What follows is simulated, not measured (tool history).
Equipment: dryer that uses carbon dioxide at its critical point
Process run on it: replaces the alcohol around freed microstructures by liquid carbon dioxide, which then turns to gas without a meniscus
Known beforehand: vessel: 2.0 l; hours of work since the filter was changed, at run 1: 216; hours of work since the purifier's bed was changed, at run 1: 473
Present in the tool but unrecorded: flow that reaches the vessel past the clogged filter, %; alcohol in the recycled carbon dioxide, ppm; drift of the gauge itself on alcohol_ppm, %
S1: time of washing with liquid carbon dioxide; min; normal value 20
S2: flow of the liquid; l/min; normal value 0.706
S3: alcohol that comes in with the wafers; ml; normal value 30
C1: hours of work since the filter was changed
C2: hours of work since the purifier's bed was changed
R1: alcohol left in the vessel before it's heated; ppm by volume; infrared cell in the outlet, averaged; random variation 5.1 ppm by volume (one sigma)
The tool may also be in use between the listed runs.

{"run": 1, "day": 0.0, "S1": 20, "S2": 0.706, "S3": 30, "C1": 216, "C2": 473, "R1": 209}
{"run": 2, "day": 1.679, "S1": 20, "S2": 0.706, "S3": 30, "C1": 237, "C2": 494, "R1": 218}
{"run": 3, "day": 2.458, "S1": 20, "S2": 0.706, "S3": 25, "C1": 247, "C2": 504, "R1": 202}
{"run": 4, "day": 3.771, "S1": 22, "S2": 0.706, "S3": 25, "C1": 263, "C2": 520, "R1": 176}
{"run": 5, "day": 4.875, "S1": 22, "S2": 0.706, "S3": 25, "C1": 276, "C2": 533, "R1": 191}
{"run": 6, "day": 6.6, "S1": 20, "S2": 0.706, "S3": 30, "C1": 298, "C2": 555, "R1": 259}
{"day": 6.858, "done": "inlet filter changed"}
{"run": 7, "day": 8.425, "S1": 20, "S2": 0.706, "S3": 30, "C1": 19, "C2": 577, "R1": 212}
{"run": 8, "day": 9.988, "S1": 27, "S2": 0.706, "S3": 30, "C1": 39, "C2": 596, "R1": 162}
{"run": 9, "day": 11.142, "S1": 27, "S2": 0.706, "S3": 30, "C1": 53, "C2": 610, "R1": 154}
{"run": 10, "day": 12.204, "S1": 27, "S2": 0.706, "S3": 30, "C1": 66, "C2": 623, "R1": 170}
{"run": 11, "day": 13.967, "S1": 23, "S2": 0.706, "S3": 30, "C1": 88, "C2": 645, "R1": 190}
{"day": 14.8, "done": "purifier's bed changed"}
{"run": 12, "day": 14.858, "S1": 23, "S2": 0.78, "S3": 75, "C1": 97, "C2": 1, "R1": 47}
{"run": 13, "day": 16.246, "S1": 14, "S2": 0.78, "S3": 50, "C1": 114, "C2": 18, "R1": 436}
{"run": 14, "day": 17.954, "S1": 14, "S2": 0.78, "S3": 50, "C1": 135, "C2": 39, "R1": 453}
{"run": 15, "day": 19.308, "S1": 14, "S2": 0.604, "S3": 58, "C1": 152, "C2": 56, "R1": 1299}
{"run": 16, "day": 20.904, "S1": 14, "S2": 0.614, "S3": 23, "C1": 172, "C2": 75, "R1": 522}
{"run": 17, "day": 22.004, "S1": 20, "S2": 0.641, "S3": 30, "C1": 185, "C2": 89, "R1": 176}
{"run": 18, "day": 22.917, "S1": 20, "S2": 0.774, "S3": 30, "C1": 197, "C2": 100, "R1": 88}
{"run": 19, "day": 23.788, "S1": 20, "S2": 0.948, "S3": 79, "C1": 207, "C2": 111, "R1": 79}
{"run": 20, "day": 25.475, "S1": 19, "S2": 0.706, "S3": 28, "C1": 228, "C2": 132, "R1": 143}
{"run": 21, "day": 27.204, "S1": 26, "S2": 0.962, "S3": 31, "C1": 250, "C2": 153, "R1": 49}

Measured minus without-hidden-state, run by run (identical run-to-run variation in each term; gauge scatter may differ):
run=1 R1=+146
run=2 R1=+158
run=3 R1=+154
run=4 R1=+144
run=5 R1=+156
run=6 R1=+188
run=7 R1=+143
run=8 R1=+145
run=9 R1=+148
run=10 R1=+153
run=11 R1=+166
run=12 R1=+14
run=13 R1=+87
run=14 R1=+108
run=15 R1=+259
run=16 R1=+126
run=17 R1=+67
run=18 R1=+47
run=19 R1=+49
run=20 R1=+78
run=21 R1=+39

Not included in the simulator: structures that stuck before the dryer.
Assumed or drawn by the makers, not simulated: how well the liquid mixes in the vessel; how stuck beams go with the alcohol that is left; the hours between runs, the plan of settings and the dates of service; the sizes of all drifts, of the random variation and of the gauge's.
